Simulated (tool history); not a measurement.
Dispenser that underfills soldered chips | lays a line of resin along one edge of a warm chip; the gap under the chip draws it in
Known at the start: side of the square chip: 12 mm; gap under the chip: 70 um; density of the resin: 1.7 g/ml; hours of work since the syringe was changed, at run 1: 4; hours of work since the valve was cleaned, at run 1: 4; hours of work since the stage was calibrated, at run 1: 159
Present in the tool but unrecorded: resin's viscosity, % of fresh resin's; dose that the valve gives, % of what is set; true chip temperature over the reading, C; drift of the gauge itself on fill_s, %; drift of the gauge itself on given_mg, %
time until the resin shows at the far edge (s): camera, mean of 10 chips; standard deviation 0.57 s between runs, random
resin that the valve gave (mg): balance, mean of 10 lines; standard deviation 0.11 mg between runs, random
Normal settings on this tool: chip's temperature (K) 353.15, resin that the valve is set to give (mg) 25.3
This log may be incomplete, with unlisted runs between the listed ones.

run	hour	chip's temperature (K)	resin that the valve is set to give (mg)	hours of work since the syringe was changed	hours of work since the valve was cleaned	hours of work since the stage was calibrated	time until the resin shows at the far edge (s)	resin that the valve gave (mg)
1	0.0	353.15	25.3	4	4	159	64.8	25.12
2	5.9	353.15	25.3	8	8	162	86.9	25.00
# hour 7.3: new syringe of resin
3	12.6	353.15	26.9	3	12	167	65.1	26.59
4	16.9	353.15	25.3	6	15	169	81.2	25.17
# hour 20.1: new syringe of resin
5	23.7	353.15	25.3	2	19	174	58.8	25.09
6	28.4	353.15	25.3	5	22	177	75.0	25.22
# hour 32.7: new syringe of resin
7	34.1	353.15	25.3	1	26	180	53.3	25.10
8	40.7	353.15	25.3	5	30	185	74.5	25.05
# hour 45.4: new syringe of resin
9	46.4	353.15	25.3	1	33	188	53.5	24.96
10	52.3	353.15	25.3	5	37	192	71.3	24.92
# hour 58.3: new syringe of resin
11	60.5	353.15	25.3	1	42	197	56.7	24.61
12	66.2	353.15	25.3	5	46	201	75.9	24.77
# hour 70.9: new syringe of resin
13	73.8	353.15	27.0	2	51	206	57.3	26.44
14	79.4	353.15	25.3	6	55	209	78.0	24.51
# hour 81.7: dispensing valve cleaned and set on the balance
# hour 84.6: new syringe of resin
15	85.2	353.15	25.3	0	2	212	51.7	25.36
16	92.5	350.15	25.3	5	7	217	81.5	24.99
# hour 97.0: new syringe of resin
17	98.7	353.15	25.3	1	11	221	54.2	25.08
18	105.8	353.15	21.9	6	15	226	81.4	21.48
# hour 109.7: new syringe of resin
19	112.1	353.15	23.6	2	19	230	56.0	23.43
20	120.1	342.15	24.9	7	25	235	121.7	24.60
# hour 122.8: new syringe of resin
21	124.9	342.15	24.9	1	28	238	82.4	24.73
22	132.9	342.15	24.9	7	33	243	124.8	24.72
# hour 135.6: new syringe of resin
23	137.2	358.15	22.6	1	35	246	46.6	22.12
24	141.2	351.15	21.9	4	38	248	73.5	21.50
# hour 148.6: new syringe of resin
25	148.6	351.15	29.7	0	43	253	51.1	29.14
26	153.6	351.15	30.2	3	46	256	66.9	29.74
# hour 161.0: new syringe of resin
27	162.7	364.15	30.1	1	52	262	37.3	29.42
# hour 168.9: dispensing valve cleaned and set on the balance
28	170.0	364.15	30.1	5	1	266	51.1	30.14
# hour 174.6: new syringe of resin
29	175.4	353.15	22.6	1	4	270	52.2	22.79
30	182.3	338.15	28.0	5	9	274	119.4	28.10
# hour 187.0: new syringe of resin
31	188.9	353.15	29.9	1	13	278	53.4	29.94
32	192.6	344.15	29.3	4	15	281	90.2	29.13
33	196.7	344.15	29.3	6	18	283	109.4	28.99
# hour 200.0: new syringe of resin
34	205.1	349.15	21.9	3	23	289	76.2	21.77
# hour 212.6: new syringe of resin
35	212.6	362.15	21.9	0	28	293	40.0	21.62
36	221.4	364.15	27.7	6	34	299	55.1	27.45
# hour 225.1: new syringe of resin
37	226.2	364.15	27.7	1	37	302	36.3	27.34

Below are 3 alternative next runs, each starting from the tool's condition after run 37. Predict each:
A	235.0	360.15	23.2	6	42	308	?	?
B	235.0	353.15	31.8	6	42	308	?	?
C	235.0	362.15	27.0	6	42	308	?	?

run	time until the resin shows at the far edge (s)	resin that the valve gave (mg)
A	68.1	22.66
B	81.7	31.10
C	61.7	26.42
What these runs would have given with no unlogged condition in the tool:
run	time until the resin shows at the far edge (s)	resin that the valve gave (mg)
A	39.4	23.08
B	47.2	31.67
C	35.8	26.91
